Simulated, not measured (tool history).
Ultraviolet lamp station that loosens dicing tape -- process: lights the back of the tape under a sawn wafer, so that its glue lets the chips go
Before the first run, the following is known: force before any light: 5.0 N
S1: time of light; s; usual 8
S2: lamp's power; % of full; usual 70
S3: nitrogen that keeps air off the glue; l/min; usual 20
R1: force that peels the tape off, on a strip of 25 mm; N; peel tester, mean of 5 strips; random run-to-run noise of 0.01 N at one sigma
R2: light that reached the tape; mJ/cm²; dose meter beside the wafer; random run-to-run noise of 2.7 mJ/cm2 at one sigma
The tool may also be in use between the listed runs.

run,hour,S1,S2,S3,R1,R2
1,0.0,8,70,20,0.516,334
2,10.9,8,70,20,0.537,331
3,24.5,7,70,20,0.646,291
4,34.8,7,70,20,0.663,294
5,46.3,7,70,20,0.648,283
6,56.1,12,70,20,0.314,496
7,67.5,8,70,21,0.538,327
8,78.6,8,70,24,0.517,326
9,87.8,13,70,20,0.283,523
10,93.8,13,70,20,0.279,527
11,100.3,8,70,27,0.472,320
12,107.1,8,70,27,0.476,321
13,120.6,8,70,13,0.701,312
14,130.2,8,70,13,0.752,322
15,140.6,12,70,13,0.392,472
16,153.4,12,70,13,0.374,472
17,166.4,8,70,29,0.483,309
18,176.2,8,70,29,0.483,312
19,189.5,8,70,34,0.464,310
20,201.0,8,70,34,0.443,303
21,213.1,8,70,34,0.469,311
22,220.1,8,68,34,0.485,295
23,226.9,8,68,34,0.488,294
24,236.7,8,95,20,0.395,411
25,249.0,4,95,12,1.444,206
26,259.0,5,69,11,1.682,181
27,271.2,5,69,11,1.626,181
28,283.5,9,83,11,0.587,392
29,291.2,12,83,11,0.364,523
30,303.4,12,83,11,0.378,509
31,318.0,12,83,11,0.377,513
32,326.7,6,70,10,1.371,216
33,334.9,6,69,26,0.932,212
34,347.0,6,69,26,0.949,207
35,353.6,8,76,8,1.026,303
36,360.2,11,70,18,0.441,381
37,368.5,10,88,15,0.409,441
38,383.1,12,99,8,0.386,586
39,392.5,15,81,25,0.265,608
40,400.8,15,81,25,0.256,598
41,408.4,15,81,25,0.238,595
42,416.7,8,70,8,1.187,273
43,429.8,12,79,16,0.369,454

Measured less the same run without the tool's hidden state. The same run-to-run variation is in both; the gauge's scatter may not be:
The tool's hidden condition here consists of: lamp's light, % of a new lamp's; light that the window lets through, % of a clean one's; drift of the gauge itself on peel_n, %; drift of the gauge itself on dose_mj_cm2, %.
run,R1,R2
1,+0.072,-35
2,+0.078,-36
3,+0.101,-34
4,+0.109,-35
5,+0.112,-37
6,+0.032,-65
7,+0.098,-45
8,+0.094,-47
9,+0.028,-78
10,+0.028,-80
11,+0.091,-50
12,+0.095,-51
13,+0.152,-53
14,+0.165,-55
15,+0.074,-85
16,+0.073,-88
17,+0.109,-61
18,+0.114,-62
19,+0.107,-64
20,+0.106,-65
21,+0.116,-68
22,+0.126,-67
23,+0.126,-68
24,+0.089,-96
25,+0.349,-49
26,+0.379,-45
27,+0.375,-47
28,+0.176,-103
29,+0.089,-141
30,+0.092,-143
31,+0.095,-148
32,+0.383,-64
33,+0.307,-64
34,+0.318,-65
35,+0.341,-96
36,+0.132,-123
37,+0.113,-143
38,+0.103,-196
39,+0.019,-207
40,+0.018,-206
41,+0.019,-210
42,+0.416,-98
43,+0.102,-167

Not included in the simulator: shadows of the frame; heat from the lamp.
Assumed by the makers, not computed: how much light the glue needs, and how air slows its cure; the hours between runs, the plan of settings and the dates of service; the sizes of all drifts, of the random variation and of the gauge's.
